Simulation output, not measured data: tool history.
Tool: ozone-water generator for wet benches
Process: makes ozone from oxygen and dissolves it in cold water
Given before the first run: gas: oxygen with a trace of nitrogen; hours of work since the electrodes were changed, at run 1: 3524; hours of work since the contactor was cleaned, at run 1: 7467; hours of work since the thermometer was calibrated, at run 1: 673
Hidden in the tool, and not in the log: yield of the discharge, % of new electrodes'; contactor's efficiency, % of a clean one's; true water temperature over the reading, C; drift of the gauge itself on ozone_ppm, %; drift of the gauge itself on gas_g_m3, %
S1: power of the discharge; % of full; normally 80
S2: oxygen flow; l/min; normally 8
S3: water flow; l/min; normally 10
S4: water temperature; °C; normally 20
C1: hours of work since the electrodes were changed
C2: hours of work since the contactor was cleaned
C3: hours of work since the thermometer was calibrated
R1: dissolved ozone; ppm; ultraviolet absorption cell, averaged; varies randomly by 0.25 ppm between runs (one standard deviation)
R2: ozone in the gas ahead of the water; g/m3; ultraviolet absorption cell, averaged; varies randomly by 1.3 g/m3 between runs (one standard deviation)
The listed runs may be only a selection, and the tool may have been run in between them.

run   hour  S1     S2  S3  S4    C1    C2    C3    R1     R2
  1      0  80      8  10  20  3524  7467   673  33.9    227
  2   69.5  80  11.37  10  20  3591  7533   740  30.5  186.4
  3  126.4  80  11.37  10  20  3645  7588   795  30.2  185.9
  4  211.9  80      8  10  20  3727  7670   876  33.7  223.7
  5  275.5  80      8  10  20  3788  7731   937  33.5    226
  6  333.3  80      8  10  20  3844  7786   993  34.1  225.8
  7  438.6  80      8  10  23  3945  7887  1094  31.2  227.7
  8  527.5  80      8  10  23  4030  7972  1179  31.1  226.8
  9  577.3  80      8  10  23  4077  8020  1227  31.3  226.9
 10  648.8  85    6.1   7  20  4146  8089  1295  44.8  276.3
 11  697.5  63  12.23  10  24  4193  8135  1342  22.3  149.4
 12  785.3  95  12.23  10  25  4277  8219  1426  28.3  196.8
 13  858.5  95   4.95   7  17  4347  8290  1496  54.3  331.6

What does the tool deliver on the next run?
 14  951.8  80  11.45   6  26  4436  8379  1586   ?   ?

Run 14 gave R1 29.7 ppm, R2 183.4 g/m3.
If the tool had no hidden condition, the same run with the same run-to-run variation would have returned R1 33.5 ppm, R2 192.9 g/m3.
